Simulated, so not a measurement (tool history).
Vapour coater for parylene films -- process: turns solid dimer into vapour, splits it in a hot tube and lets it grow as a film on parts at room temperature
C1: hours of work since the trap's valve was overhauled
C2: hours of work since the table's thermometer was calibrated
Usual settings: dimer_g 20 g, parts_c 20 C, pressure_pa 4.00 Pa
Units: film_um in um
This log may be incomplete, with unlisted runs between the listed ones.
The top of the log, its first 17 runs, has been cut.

Run 18, hour 387.1: usual settings but pressure_pa 7.02 Pa; C1 245; C2 613. Result: film_um 3.05 um.
Run 19, hour 415.3: usual settings; C1 264; C2 632. Result: film_um 3.46 um.
Run 20, hour 438.8: usual settings but pressure_pa 7.98 Pa; C1 279; C2 647. Result: film_um 2.97 um.
Run 21, hour 459.5: usual settings but dimer_g 22 g, pressure_pa 3.56 Pa; C1 293; C2 661. Result: film_um 3.91 um.
Run 22, hour 482.6: usual settings but dimer_g 25 g, parts_c 17 C, pressure_pa 3.56 Pa; C1 308; C2 676. Result: film_um 5.02 um.
Run 23, hour 497.6: usual settings but dimer_g 25 g, parts_c 17 C, pressure_pa 3.56 Pa; C1 318; C2 685. Result: film_um 5.12 um.
Run 24, hour 519.2: usual settings but dimer_g 25 g, parts_c 17 C, pressure_pa 3.56 Pa; C1 332; C2 700. Result: film_um 5.02 um.
Run 25, hour 547.0: usual settings but dimer_g 17 g, parts_c 17 C, pressure_pa 3.48 Pa; C1 350; C2 718. Result: film_um 3.45 um.
Run 26, hour 562.3: usual settings but dimer_g 32 g, pressure_pa 7.76 Pa; C1 360; C2 728. Result: film_um 4.82 um.
Run 27, hour 587.8: usual settings but dimer_g 29 g, pressure_pa 5.53 Pa; C1 377; C2 745. Result: film_um 4.66 um.
Run 28, hour 605.4: usual settings but parts_c 18 C, pressure_pa 2.85 Pa; C1 388; C2 756. Result: film_um 3.99 um.
Run 29, hour 632.8: usual settings but parts_c 18 C, pressure_pa 2.85 Pa; C1 406; C2 774. Result: film_um 4.05 um.
Run 30, hour 651.5: usual settings but dimer_g 12 g, parts_c 21 C; C1 419; C2 786. Result: film_um 1.97 um.
Run 31, hour 681.5: usual settings but dimer_g 12 g, parts_c 21 C; C1 438; C2 806. Result: film_um 1.97 um.
Run 32, hour 696.1: usual settings but dimer_g 26 g, parts_c 21 C, pressure_pa 2.20 Pa; C1 448; C2 816. Result: film_um 4.86 um.
Run 33, hour 720.2: usual settings but dimer_g 11 g, parts_c 19 C, pressure_pa 2.22 Pa; C1 464; C2 831. Result: film_um 2.21 um.
Run 34, hour 747.6: usual settings but dimer_g 11 g, parts_c 19 C, pressure_pa 3.01 Pa; C1 482; C2 849. Result: film_um 2.06 um.
Run 35, hour 765.8: usual settings but dimer_g 11 g, parts_c 19 C, pressure_pa 3.01 Pa; C1 494; C2 861. Result: film_um 2.05 um.
Run 36, hour 782.1: usual settings but dimer_g 30 g, parts_c 22 C; C1 504; C2 872. Result: film_um 4.65 um.
At hour 803.3: trap's valve overhauled.
Run 37, hour 814.3: usual settings but dimer_g 18 g, parts_c 13 C; C1 7; C2 891. Result: film_um 4.44 um.
Run 38, hour 832.3: usual settings but dimer_g 32 g, parts_c 14 C, pressure_pa 5.63 Pa; C1 19; C2 902. Result: film_um 6.94 um.
Run 39, hour 858.8: usual settings but dimer_g 21 g, parts_c 27 C, pressure_pa 2.79 Pa; C1 36; C2 920. Result: film_um 3.00 um.

5 options for the next run, each taken on its own from the tool as it stands now. Forecast them:
Run A, hour 879.8: usual settings but dimer_g 21 g, parts_c 27 C, pressure_pa 7.61 Pa; C1 50; C2 933. Result: film_um ?.
Run B, hour 879.8: usual settings but dimer_g 31 g, parts_c 30 C, pressure_pa 6.56 Pa; C1 50; C2 933. Result: film_um ?.
Run C, hour 879.8: usual settings but dimer_g 30 g, parts_c 25 C, pressure_pa 4.78 Pa; C1 50; C2 933. Result: film_um ?.
Run D, hour 879.8: usual settings but parts_c 29 C; C1 50; C2 933. Result: film_um ?.
Run E, hour 879.8: usual settings but dimer_g 9 g, parts_c 27 C, pressure_pa 2.79 Pa; C1 50; C2 933. Result: film_um ?.

run  film_um
  A     2.42
  B     3.18
  C     4.13
  D     2.39
  E     1.29
With the hidden condition removed and each run's random variation left untouched, the same runs would have given:
run  film_um
  A     2.38
  B     3.14
  C     4.08
  D     2.36
  E     1.27
